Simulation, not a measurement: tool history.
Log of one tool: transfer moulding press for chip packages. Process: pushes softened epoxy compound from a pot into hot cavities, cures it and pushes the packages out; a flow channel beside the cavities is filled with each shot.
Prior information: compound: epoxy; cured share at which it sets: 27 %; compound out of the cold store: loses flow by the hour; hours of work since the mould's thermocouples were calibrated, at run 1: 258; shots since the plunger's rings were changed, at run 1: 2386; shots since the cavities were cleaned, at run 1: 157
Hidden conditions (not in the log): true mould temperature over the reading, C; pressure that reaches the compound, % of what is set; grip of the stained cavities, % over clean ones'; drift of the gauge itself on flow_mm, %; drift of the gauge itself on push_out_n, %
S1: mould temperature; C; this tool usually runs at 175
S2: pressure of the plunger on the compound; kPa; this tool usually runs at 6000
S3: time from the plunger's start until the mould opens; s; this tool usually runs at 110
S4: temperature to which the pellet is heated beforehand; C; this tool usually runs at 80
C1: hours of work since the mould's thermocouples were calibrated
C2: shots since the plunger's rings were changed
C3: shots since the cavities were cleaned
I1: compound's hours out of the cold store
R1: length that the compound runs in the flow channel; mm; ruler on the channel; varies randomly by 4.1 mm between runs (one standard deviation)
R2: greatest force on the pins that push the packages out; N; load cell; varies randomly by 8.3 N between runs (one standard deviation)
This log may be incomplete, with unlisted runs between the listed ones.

run 1 day=0.000 | S1=175 S2=6000 S3=110 S4=80 | C1=258 C2=2386 C3=157 | I1=25.8 | R1=841 R2=426
run 2 day=0.433 | S1=172 S2=6000 S3=110 S4=80 | C1=266 C2=2511 C3=282 | I1=13.9 | R1=885 R2=582
run 3 day=0.992 | S1=172 S2=6000 S3=110 S4=80 | C1=277 C2=2670 C3=441 | I1=43.9 | R1=773 R2=597
-- day=1.192 plunger's sealing rings changed
run 4 day=1.571 | S1=172 S2=6000 S3=110 S4=80 | C1=286 C2=108 C3=578 | I1=41.9 | R1=814 R2=660
run 5 day=2.108 | S1=172 S2=6000 S3=110 S4=80 | C1=296 C2=262 C3=732 | I1=36.7 | R1=830 R2=687
run 6 day=2.667 | S1=175 S2=6000 S3=110 S4=80 | C1=306 C2=423 C3=893 | I1=37.1 | R1=818 R2=564
-- day=2.821 mould's thermocouples calibrated
run 7 day=3.521 | S1=175 S2=6000 S3=110 S4=80 | C1=13 C2=644 C3=1114 | I1=35.8 | R1=825 R2=602
-- day=3.833 cavities cleaned with cleaning compound and waxed
run 8 day=4.142 | S1=175 S2=6000 S3=110 S4=80 | C1=24 C2=804 C3=88 | I1=45.5 | R1=794 R2=375
run 9 day=4.862 | S1=175 S2=4600 S3=110 S4=80 | C1=37 C2=1012 C3=296 | I1=37.5 | R1=717 R2=459
run 10 day=5.608 | S1=175 S2=4600 S3=110 S4=80 | C1=51 C2=1226 C3=510 | I1=20.6 | R1=753 R2=544
-- day=5.738 mould's thermocouples calibrated, once more
run 11 day=6.467 | S1=174 S2=4600 S3=110 S4=80 | C1=14 C2=1448 C3=732 | I1=16.7 | R1=774 R2=622
run 12 day=6.854 | S1=174 S2=4600 S3=110 S4=80 | C1=21 C2=1560 C3=844 | I1=33.6 | R1=714 R2=624
run 13 day=7.404 | S1=175 S2=6000 S3=110 S4=73 | C1=31 C2=1718 C3=1002 | I1=15.9 | R1=879 R2=638
run 14 day=7.858 | S1=175 S2=6000 S3=110 S4=73 | C1=40 C2=1848 C3=1132 | I1=27.1 | R1=841 R2=650
-- day=8.088 cavities cleaned with cleaning compound and waxed
run 15 day=8.579 | S1=175 S2=6000 S3=110 S4=73 | C1=52 C2=2038 C3=142 | I1=18.5 | R1=867 R2=426
run 16 day=9.038 | S1=175 S2=6070 S3=110 S4=73 | C1=61 C2=2168 C3=272 | I1=26.4 | R1=842 R2=482
run 17 day=9.400 | S1=175 S2=6070 S3=110 S4=73 | C1=68 C2=2273 C3=377 | I1=23.0 | R1=855 R2=516
run 18 day=9.825 | S1=169 S2=5330 S3=91 S4=73 | C1=76 C2=2395 C3=499 | I1=44.4 | R1=744 R2=1189
run 19 day=10.396 | S1=169 S2=5330 S3=97 S4=77 | C1=86 C2=2559 C3=663 | I1=15.7 | R1=832 R2=1179
run 20 day=10.812 | S1=178 S2=5330 S3=97 S4=74 | C1=94 C2=2678 C3=782 | I1=28.5 | R1=775 R2=649
-- day=10.996 plunger's sealing rings changed
run 21 day=11.708 | S1=178 S2=5330 S3=97 S4=74 | C1=109 C2=204 C3=1009 | I1=42.3 | R1=744 R2=668
-- day=12.375 cavities cleaned with cleaning compound and waxed
run 22 day=12.388 | S1=178 S2=5330 S3=97 S4=74 | C1=121 C2=382 C3=4 | I1=41.8 | R1=747 R2=360
run 23 day=13.025 | S1=178 S2=5330 S3=97 S4=74 | C1=133 C2=565 C3=187 | I1=9.4 | R1=856 R2=489
run 24 day=13.771 | S1=178 S2=5330 S3=97 S4=74 | C1=147 C2=779 C3=401 | I1=35.8 | R1=765 R2=539
run 25 day=14.112 | S1=182 S2=6000 S3=137 S4=80 | C1=153 C2=877 C3=499 | I1=37.9 | R1=792 R2=404
run 26 day=14.900 | S1=182 S2=6000 S3=102 S4=78 | C1=168 C2=1103 C3=725 | I1=18.5 | R1=861 R2=505
run 27 day=15.612 | S1=182 S2=6000 S3=102 S4=78 | C1=181 C2=1308 C3=930 | I1=19.5 | R1=857 R2=507
run 28 day=16.021 | S1=175 S2=6000 S3=110 S4=71 | C1=189 C2=1425 C3=1047 | I1=42.2 | R1=789 R2=623
-- day=16.596 cavities cleaned with cleaning compound and waxed
run 29 day=16.871 | S1=183 S2=4980 S3=110 S4=71 | C1=204 C2=1651 C3=78 | I1=34.0 | R1=728 R2=294

Each row is a separate what-if for the run after 29, all from the same tool condition, not one after another. Results?
run A day=17.271 | S1=183 S2=4620 S3=110 S4=89 | C1=211 C2=1766 C3=193 | I1=30.8 | R1=? R2=?
run B day=17.271 | S1=175 S2=5290 S3=110 S4=80 | C1=211 C2=1766 C3=193 | I1=32.6 | R1=? R2=?
run C day=17.271 | S1=174 S2=4980 S3=110 S4=71 | C1=211 C2=1766 C3=193 | I1=33.3 | R1=? R2=?
run D day=17.271 | S1=176 S2=6000 S3=118 S4=80 | C1=211 C2=1766 C3=193 | I1=43.5 | R1=? R2=?

run=A R1=702 R2=350
run=B R1=766 R2=429
run=C R1=742 R2=466
run=D R1=781 R2=388
What these runs would have given with no unlogged condition in the tool:
run=A R1=725 R2=276
run=B R1=791 R2=341
run=C R1=767 R2=372
run=D R1=807 R2=309
